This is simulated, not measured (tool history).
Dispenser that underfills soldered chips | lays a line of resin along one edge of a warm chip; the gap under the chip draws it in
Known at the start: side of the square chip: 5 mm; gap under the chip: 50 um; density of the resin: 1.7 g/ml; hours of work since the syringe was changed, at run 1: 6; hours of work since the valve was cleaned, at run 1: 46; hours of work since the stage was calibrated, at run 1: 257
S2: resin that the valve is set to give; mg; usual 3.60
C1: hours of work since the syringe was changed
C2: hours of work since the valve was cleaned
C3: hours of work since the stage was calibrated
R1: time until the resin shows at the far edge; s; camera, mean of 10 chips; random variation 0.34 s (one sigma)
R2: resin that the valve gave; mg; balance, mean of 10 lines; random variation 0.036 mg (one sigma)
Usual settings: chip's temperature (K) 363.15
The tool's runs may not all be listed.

{"run": 1, "hour": 0.0, "chip's temperature (K)": 363.15, "S2": 3.6, "C1": 6, "C2": 46, "C3": 257, "R1": 24.4, "R2": 3.39}
{"hour": 8.0, "done": "new syringe of resin"}
{"run": 2, "hour": 11.6, "chip's temperature (K)": 363.15, "S2": 3.6, "C1": 3, "C2": 55, "C3": 265, "R1": 20.5, "R2": 3.41}
{"hour": 23.0, "done": "new syringe of resin"}
{"run": 3, "hour": 26.6, "chip's temperature (K)": 363.15, "S2": 3.6, "C1": 3, "C2": 66, "C3": 276, "R1": 19.0, "R2": 3.43}
{"run": 4, "hour": 33.9, "chip's temperature (K)": 363.15, "S2": 3.6, "C1": 8, "C2": 71, "C3": 282, "R1": 29.4, "R2": 3.37}
{"hour": 38.3, "done": "new syringe of resin"}
{"hour": 39.3, "done": "dispensing valve cleaned and set on the balance"}
{"run": 5, "hour": 51.7, "chip's temperature (K)": 363.15, "S2": 3.6, "C1": 9, "C2": 9, "C3": 294, "R1": 31.9, "R2": 3.52}
{"hour": 54.8, "done": "new syringe of resin"}
{"run": 6, "hour": 61.3, "chip's temperature (K)": 363.15, "S2": 3.6, "C1": 5, "C2": 16, "C3": 301, "R1": 22.9, "R2": 3.53}
{"hour": 70.3, "done": "new syringe of resin"}
{"run": 7, "hour": 73.7, "chip's temperature (K)": 355.15, "S2": 3.6, "C1": 3, "C2": 25, "C3": 310, "R1": 25.4, "R2": 3.56}
{"run": 8, "hour": 82.8, "chip's temperature (K)": 363.15, "S2": 3.6, "C1": 9, "C2": 32, "C3": 316, "R1": 31.6, "R2": 3.47}
{"hour": 86.0, "done": "new syringe of resin"}
{"run": 9, "hour": 98.6, "chip's temperature (K)": 363.15, "S2": 3.6, "C1": 9, "C2": 43, "C3": 328, "R1": 31.9, "R2": 3.47}
{"hour": 102.0, "done": "new syringe of resin"}
{"run": 10, "hour": 116.5, "chip's temperature (K)": 363.15, "S2": 3.38, "C1": 11, "C2": 56, "C3": 341, "R1": 37.1, "R2": 3.22}
{"hour": 117.7, "done": "new syringe of resin"}
{"run": 11, "hour": 124.6, "chip's temperature (K)": 363.15, "S2": 4.03, "C1": 5, "C2": 62, "C3": 347, "R1": 23.3, "R2": 3.74}
{"hour": 133.3, "done": "new syringe of resin"}
{"hour": 141.4, "done": "dispensing valve cleaned and set on the balance"}
{"run": 12, "hour": 141.4, "chip's temperature (K)": 363.15, "S2": 4.03, "C1": 5, "C2": 0, "C3": 358, "R1": 23.2, "R2": 4.06}
{"hour": 150.2, "done": "new syringe of resin"}
{"run": 13, "hour": 151.7, "chip's temperature (K)": 363.15, "S2": 4.03, "C1": 1, "C2": 7, "C3": 366, "R1": 16.7, "R2": 4.06}
{"run": 14, "hour": 160.3, "chip's temperature (K)": 363.15, "S2": 4.03, "C1": 7, "C2": 14, "C3": 372, "R1": 27.6, "R2": 3.96}
{"hour": 165.2, "done": "new syringe of resin"}
{"run": 15, "hour": 168.2, "chip's temperature (K)": 371.15, "S2": 3.6, "C1": 2, "C2": 19, "C3": 378, "R1": 13.9, "R2": 3.51}
{"hour": 180.5, "done": "new syringe of resin"}
{"run": 16, "hour": 184.6, "chip's temperature (K)": 371.15, "S2": 3.6, "C1": 3, "C2": 31, "C3": 390, "R1": 14.9, "R2": 3.48}
{"hour": 195.6, "done": "new syringe of resin"}
{"run": 17, "hour": 195.6, "chip's temperature (K)": 371.15, "S2": 3.6, "C1": 0, "C2": 39, "C3": 398, "R1": 11.9, "R2": 3.53}
{"hour": 210.6, "done": "new syringe of resin"}
{"run": 18, "hour": 210.6, "chip's temperature (K)": 373.15, "S2": 3.6, "C1": 0, "C2": 50, "C3": 408, "R1": 11.6, "R2": 3.54}
{"hour": 225.6, "done": "new syringe of resin"}
{"run": 19, "hour": 227.5, "chip's temperature (K)": 371.15, "S2": 4.17, "C1": 1, "C2": 62, "C3": 421, "R1": 13.4, "R2": 3.89}
{"hour": 241.5, "done": "new syringe of resin"}
{"hour": 244.0, "done": "dispensing valve cleaned and set on the balance"}
{"run": 20, "hour": 244.2, "chip's temperature (K)": 365.15, "S2": 3.11, "C1": 1, "C2": 0, "C3": 432, "R1": 17.1, "R2": 3.18}
{"run": 21, "hour": 251.9, "chip's temperature (K)": 370.15, "S2": 4.51, "C1": 7, "C2": 6, "C3": 438, "R1": 21.1, "R2": 4.48}
{"hour": 258.2, "done": "new syringe of resin"}
{"run": 22, "hour": 268.5, "chip's temperature (K)": 368.15, "S2": 3.6, "C1": 8, "C2": 18, "C3": 450, "R1": 23.2, "R2": 3.5}
{"hour": 274.3, "done": "new syringe of resin"}
{"run": 23, "hour": 276.3, "chip's temperature (K)": 376.15, "S2": 3.39, "C1": 1, "C2": 23, "C3": 455, "R1": 10.8, "R2": 3.32}
{"run": 24, "hour": 286.7, "chip's temperature (K)": 376.15, "S2": 3.41, "C1": 9, "C2": 31, "C3": 463, "R1": 20.8, "R2": 3.33}
{"hour": 289.7, "done": "new syringe of resin"}
{"run": 25, "hour": 298.0, "chip's temperature (K)": 377.15, "S2": 3.53, "C1": 6, "C2": 39, "C3": 471, "R1": 15.8, "R2": 3.37}
{"hour": 305.9, "done": "new syringe of resin"}
{"run": 26, "hour": 305.9, "chip's temperature (K)": 376.15, "S2": 4.6, "C1": 0, "C2": 45, "C3": 477, "R1": 10.2, "R2": 4.37}
{"run": 27, "hour": 315.9, "chip's temperature (K)": 376.15, "S2": 4.6, "C1": 7, "C2": 52, "C3": 484, "R1": 17.7, "R2": 4.41}
{"hour": 320.9, "done": "new syringe of resin"}
{"run": 28, "hour": 330.5, "chip's temperature (K)": 362.15, "S2": 3.69, "C1": 7, "C2": 63, "C3": 495, "R1": 27.5, "R2": 3.45}
{"hour": 336.1, "done": "new syringe of resin"}
{"hour": 347.3, "done": "dispensing valve cleaned and set on the balance"}
{"run": 29, "hour": 348.7, "chip's temperature (K)": 363.15, "S2": 3.13, "C1": 9, "C2": 1, "C3": 507, "R1": 30.1, "R2": 3.08}
{"hour": 352.7, "done": "new syringe of resin"}
{"run": 30, "hour": 364.3, "chip's temperature (K)": 366.15, "S2": 4.44, "C1": 9, "C2": 12, "C3": 519, "R1": 26.6, "R2": 4.42}
{"hour": 367.7, "done": "new syringe of resin"}
{"run": 31, "hour": 374.0, "chip's temperature (K)": 366.15, "S2": 4.44, "C1": 5, "C2": 19, "C3": 526, "R1": 19.8, "R2": 4.34}
{"hour": 383.6, "done": "new syringe of resin"}
{"run": 32, "hour": 390.5, "chip's temperature (K)": 366.15, "S2": 4.1, "C1": 5, "C2": 31, "C3": 538, "R1": 20.2, "R2": 4.0}
{"hour": 398.7, "done": "new syringe of resin"}
{"run": 33, "hour": 405.8, "chip's temperature (K)": 358.15, "S2": 4.31, "C1": 5, "C2": 42, "C3": 549, "R1": 26.9, "R2": 4.14}
{"hour": 413.8, "done": "new syringe of resin"}
{"run": 34, "hour": 421.7, "chip's temperature (K)": 373.15, "S2": 3.84, "C1": 6, "C2": 54, "C3": 560, "R1": 17.2, "R2": 3.62}

5 ways to go on from here, each from the tool as it stands after run 34. What would each give?
{"hour": 428.9, "done": "new syringe of resin"}
{"run": "A", "hour": 436.5, "chip's temperature (K)": 377.15, "S2": 3.41, "C1": 6, "C2": 65, "C3": 571, "R1": "?", "R2": "?"}
{"hour": 428.9, "done": "new syringe of resin"}
{"run": "B", "hour": 436.5, "chip's temperature (K)": 360.15, "S2": 3.81, "C1": 6, "C2": 65, "C3": 571, "R1": "?", "R2": "?"}
{"hour": 428.9, "done": "new syringe of resin"}
{"run": "C", "hour": 436.5, "chip's temperature (K)": 357.15, "S2": 4.44, "C1": 6, "C2": 65, "C3": 571, "R1": "?", "R2": "?"}
{"hour": 428.9, "done": "new syringe of resin"}
{"run": "D", "hour": 436.5, "chip's temperature (K)": 362.15, "S2": 3.22, "C1": 6, "C2": 65, "C3": 571, "R1": "?", "R2": "?"}
{"hour": 428.9, "done": "new syringe of resin"}
{"run": "E", "hour": 436.5, "chip's temperature (K)": 363.15, "S2": 4.49, "C1": 6, "C2": 65, "C3": 571, "R1": "?", "R2": "?"}

run=A R1=15.3 R2=3.08
run=B R1=26.7 R2=3.56
run=C R1=28.5 R2=4.16
run=D R1=24.9 R2=2.99
run=E R1=23.5 R2=4.25
Without the tool's hidden state the same runs would have given:
run=A R1=10.6 R2=3.28
run=B R1=18.7 R2=3.78
run=C R1=20.0 R2=4.42
run=D R1=17.4 R2=3.18
run=E R1=16.5 R2=4.51

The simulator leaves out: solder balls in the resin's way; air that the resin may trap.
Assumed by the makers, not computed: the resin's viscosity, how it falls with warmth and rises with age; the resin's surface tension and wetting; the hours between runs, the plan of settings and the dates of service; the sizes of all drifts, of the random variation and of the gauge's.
